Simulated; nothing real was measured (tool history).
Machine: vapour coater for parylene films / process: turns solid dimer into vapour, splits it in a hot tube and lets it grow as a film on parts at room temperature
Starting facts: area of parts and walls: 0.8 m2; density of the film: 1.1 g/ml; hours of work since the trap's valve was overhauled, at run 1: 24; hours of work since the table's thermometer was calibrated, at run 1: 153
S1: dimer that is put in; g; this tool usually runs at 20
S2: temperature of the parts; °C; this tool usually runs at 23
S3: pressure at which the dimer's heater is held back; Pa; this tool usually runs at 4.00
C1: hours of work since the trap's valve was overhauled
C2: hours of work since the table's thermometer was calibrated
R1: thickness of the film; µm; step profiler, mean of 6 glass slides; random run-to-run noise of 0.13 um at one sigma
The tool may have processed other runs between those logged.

run 1 hour=0.0 | S1=20 S2=23 S3=4.00 | C1=24 C2=153 | R1=16.04
run 2 hour=25.2 | S1=20 S2=23 S3=4.00 | C1=44 C2=173 | R1=15.66
run 3 hour=62.9 | S1=20 S2=23 S3=4.00 | C1=73 C2=203 | R1=15.73
run 4 hour=92.2 | S1=20 S2=23 S3=4.00 | C1=97 C2=226 | R1=15.58
run 5 hour=120.1 | S1=20 S2=21 S3=4.00 | C1=118 C2=248 | R1=16.90
run 6 hour=176.1 | S1=20 S2=21 S3=4.00 | C1=163 C2=292 | R1=16.57
run 7 hour=218.7 | S1=20 S2=21 S3=4.00 | C1=196 C2=325 | R1=16.23
run 8 hour=272.1 | S1=20 S2=23 S3=4.00 | C1=238 C2=367 | R1=14.63
-- hour=308.1 trap's valve overhauled
run 9 hour=314.8 | S1=20 S2=23 S3=4.00 | C1=5 C2=398 | R1=13.68
run 10 hour=364.2 | S1=20 S2=23 S3=7.56 | C1=44 C2=436 | R1=12.35
run 11 hour=418.5 | S1=20 S2=31 S3=4.00 | C1=87 C2=479 | R1=8.80
run 12 hour=476.8 | S1=20 S2=23 S3=4.00 | C1=133 C2=525 | R1=12.78
run 13 hour=524.6 | S1=27 S2=23 S3=4.00 | C1=170 C2=563 | R1=16.81
run 14 hour=565.7 | S1=9 S2=29 S3=10.74 | C1=203 C2=595 | R1=3.56
-- hour=595.8 trap's valve overhauled, once more
run 15 hour=612.3 | S1=9 S2=29 S3=10.74 | C1=13 C2=629 | R1=4.57
run 16 hour=671.3 | S1=20 S2=23 S3=2.81 | C1=59 C2=675 | R1=16.22
run 17 hour=723.0 | S1=20 S2=23 S3=2.81 | C1=100 C2=716 | R1=16.00
run 18 hour=772.2 | S1=20 S2=24 S3=4.00 | C1=139 C2=754 | R1=14.23
run 19 hour=797.8 | S1=16 S2=17 S3=7.47 | C1=159 C2=775 | R1=14.54
run 20 hour=843.0 | S1=17 S2=15 S3=3.60 | C1=195 C2=810 | R1=17.21
run 21 hour=888.7 | S1=20 S2=23 S3=2.59 | C1=230 C2=846 | R1=15.27
-- hour=932.4 trap's valve overhauled
run 22 hour=942.1 | S1=20 S2=23 S3=2.59 | C1=8 C2=885 | R1=16.89
run 23 hour=982.5 | S1=20 S2=23 S3=2.59 | C1=39 C2=917 | R1=16.49
run 24 hour=1012.7 | S1=15 S2=23 S3=3.68 | C1=63 C2=941 | R1=11.77
run 25 hour=1060.5 | S1=22 S2=18 S3=3.68 | C1=101 C2=978 | R1=21.22
run 26 hour=1105.8 | S1=20 S2=23 S3=5.50 | C1=136 C2=1014 | R1=13.92

Some steps in R1 between neighbouring runs. How much of each would the tool show without its hidden state too (settings, what came in, random variation), and how much is left for the hidden state, with any gauge scatter that isn't in both results?
Hidden state present: vapour lost through the trap's worn valve, %; true temperature of the parts over the reading, C; drift of the gauge itself on film_um, %.
Run 12 -> 13: S1 20 -> 27. R1 +4.03 µm: hidden state -1.50, all else +5.53.
Run 13 -> 14: S1 27 -> 9, S2 23 -> 29, S3 4.00 -> 10.74. R1 -13.25 µm: hidden state +3.76, all else -17.01.
Run 15 -> 16: S1 9 -> 20, S2 29 -> 23, S3 10.74 -> 2.81. R1 +11.65 µm: hidden state -0.58, all else +12.23.
